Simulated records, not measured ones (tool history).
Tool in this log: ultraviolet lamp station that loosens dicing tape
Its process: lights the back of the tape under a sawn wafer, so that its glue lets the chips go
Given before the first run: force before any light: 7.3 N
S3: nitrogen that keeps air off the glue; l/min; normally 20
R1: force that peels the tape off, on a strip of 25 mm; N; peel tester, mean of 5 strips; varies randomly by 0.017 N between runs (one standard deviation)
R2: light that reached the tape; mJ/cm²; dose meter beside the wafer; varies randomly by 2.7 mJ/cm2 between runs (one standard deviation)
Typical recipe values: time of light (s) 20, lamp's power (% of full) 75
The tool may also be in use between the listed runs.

run 1 day=0.000 | time_of_light_(s)=20 lamp's_power_(%_of_full)=75 S3=20 | R1=0.873 R2=332
run 2 day=0.462 | time_of_light_(s)=14 lamp's_power_(%_of_full)=75 S3=20 | R1=1.636 R2=236
run 3 day=0.804 | time_of_light_(s)=14 lamp's_power_(%_of_full)=75 S3=20 | R1=1.733 R2=231
run 4 day=1.162 | time_of_light_(s)=14 lamp's_power_(%_of_full)=75 S3=20 | R1=1.616 R2=233
run 5 day=1.612 | time_of_light_(s)=20 lamp's_power_(%_of_full)=75 S3=6 | R1=1.821 R2=329
run 6 day=2.017 | time_of_light_(s)=20 lamp's_power_(%_of_full)=75 S3=20 | R1=0.904 R2=327
run 7 day=2.258 | time_of_light_(s)=20 lamp's_power_(%_of_full)=75 S3=20 | R1=0.947 R2=335
run 8 day=2.654 | time_of_light_(s)=20 lamp's_power_(%_of_full)=75 S3=20 | R1=0.928 R2=329
run 9 day=3.071 | time_of_light_(s)=20 lamp's_power_(%_of_full)=75 S3=20 | R1=0.920 R2=325
run 10 day=3.504 | time_of_light_(s)=20 lamp's_power_(%_of_full)=75 S3=37 | R1=0.651 R2=327
run 11 day=3.767 | time_of_light_(s)=20 lamp's_power_(%_of_full)=75 S3=37 | R1=0.677 R2=327
run 12 day=4.025 | time_of_light_(s)=13 lamp's_power_(%_of_full)=75 S3=37 | R1=1.417 R2=214
run 13 day=4.321 | time_of_light_(s)=13 lamp's_power_(%_of_full)=75 S3=37 | R1=1.495 R2=210
run 14 day=4.762 | time_of_light_(s)=13 lamp's_power_(%_of_full)=75 S3=37 | R1=1.461 R2=208
run 15 day=5.083 | time_of_light_(s)=13 lamp's_power_(%_of_full)=75 S3=10 | R1=2.431 R2=212
run 16 day=5.429 | time_of_light_(s)=13 lamp's_power_(%_of_full)=75 S3=10 | R1=2.548 R2=207
run 17 day=5.688 | time_of_light_(s)=13 lamp's_power_(%_of_full)=75 S3=10 | R1=2.528 R2=205
run 18 day=6.138 | time_of_light_(s)=20 lamp's_power_(%_of_full)=75 S3=20 | R1=0.933 R2=321
run 19 day=6.379 | time_of_light_(s)=20 lamp's_power_(%_of_full)=75 S3=20 | R1=0.964 R2=321
run 20 day=6.608 | time_of_light_(s)=20 lamp's_power_(%_of_full)=75 S3=20 | R1=0.963 R2=317
run 21 day=6.996 | time_of_light_(s)=20 lamp's_power_(%_of_full)=88 S3=20 | R1=0.735 R2=377
run 22 day=7.229 | time_of_light_(s)=20 lamp's_power_(%_of_full)=75 S3=16 | R1=1.137 R2=313
run 23 day=7.579 | time_of_light_(s)=36 lamp's_power_(%_of_full)=75 S3=7 | R1=0.645 R2=570
run 24 day=7.900 | time_of_light_(s)=23 lamp's_power_(%_of_full)=95 S3=20 | R1=0.454 R2=461
run 25 day=8.396 | time_of_light_(s)=20 lamp's_power_(%_of_full)=81 S3=20 | R1=0.838 R2=339
run 26 day=8.692 | time_of_light_(s)=20 lamp's_power_(%_of_full)=89 S3=16 | R1=0.827 R2=377
-- day=8.762 window cleaned of glue's vapour
run 27 day=9.038 | time_of_light_(s)=19 lamp's_power_(%_of_full)=75 S3=22 | R1=1.088 R2=290
run 28 day=9.354 | time_of_light_(s)=38 lamp's_power_(%_of_full)=66 S3=28 | R1=0.298 R2=509
run 29 day=9.792 | time_of_light_(s)=38 lamp's_power_(%_of_full)=67 S3=24 | R1=0.308 R2=522
-- day=9.971 window cleaned of glue's vapour, once more
run 30 day=10.129 | time_of_light_(s)=20 lamp's_power_(%_of_full)=96 S3=8 | R1=1.030 R2=435
run 31 day=10.608 | time_of_light_(s)=20 lamp's_power_(%_of_full)=96 S3=8 | R1=0.977 R2=435
run 32 day=10.858 | time_of_light_(s)=27 lamp's_power_(%_of_full)=68 S3=35 | R1=0.418 R2=414
run 33 day=11.342 | time_of_light_(s)=27 lamp's_power_(%_of_full)=68 S3=35 | R1=0.405 R2=411
run 34 day=11.783 | time_of_light_(s)=12 lamp's_power_(%_of_full)=99 S3=36 | R1=1.011 R2=267
run 35 day=12.292 | time_of_light_(s)=12 lamp's_power_(%_of_full)=99 S3=36 | R1=1.022 R2=263
run 36 day=12.658 | time_of_light_(s)=13 lamp's_power_(%_of_full)=86 S3=36 | R1=1.172 R2=250
run 37 day=12.900 | time_of_light_(s)=27 lamp's_power_(%_of_full)=74 S3=8 | R1=0.949 R2=445
run 38 day=13.404 | time_of_light_(s)=27 lamp's_power_(%_of_full)=74 S3=8 | R1=0.949 R2=440
run 39 day=13.638 | time_of_light_(s)=22 lamp's_power_(%_of_full)=94 S3=17 | R1=0.526 R2=456
run 40 day=14.104 | time_of_light_(s)=22 lamp's_power_(%_of_full)=72 S3=10 | R1=1.248 R2=348
run 41 day=14.388 | time_of_light_(s)=12 lamp's_power_(%_of_full)=72 S3=10 | R1=2.770 R2=191
run 42 day=14.738 | time_of_light_(s)=20 lamp's_power_(%_of_full)=75 S3=10 | R1=1.412 R2=328

How would selected steps in R1 from run to run divide? Give the signed amount a tool lacking its hidden state would still show from settings, what came in and random variation, and the signed amount left for the hidden state, including any gauge scatter that is not in both of the compared results.
What the log doesn't record here: lamp's light, % of a new lamp's; light that the window lets through, % of a clean one's; drift of the gauge itself on peel_n, %; drift of the gauge itself on dose_mj_cm2, %.
Run 17 -> 18: time of light (s) 13 -> 20, S3 10 -> 20. R1 -1.595 N: hidden state -0.091, all else -1.504.
Run 26 -> 27: time of light (s) 20 -> 19, lamp's power (% of full) 89 -> 75, S3 16 -> 22, window cleaned of glue's vapour. R1 +0.261 N: hidden state +0.078, all else +0.183.
Run 27 -> 28: time of light (s) 19 -> 38, lamp's power (% of full) 75 -> 66, S3 22 -> 28. R1 -0.790 N: hidden state -0.176, all else -0.614.
Run 40 -> 41: time of light (s) 22 -> 12. R1 +1.522 N: hidden state +0.047, all else +1.475.
Run 41 -> 42: time of light (s) 12 -> 20, lamp's power (% of full) 72 -> 75. R1 -1.358 N: hidden state -0.030, all else -1.328.
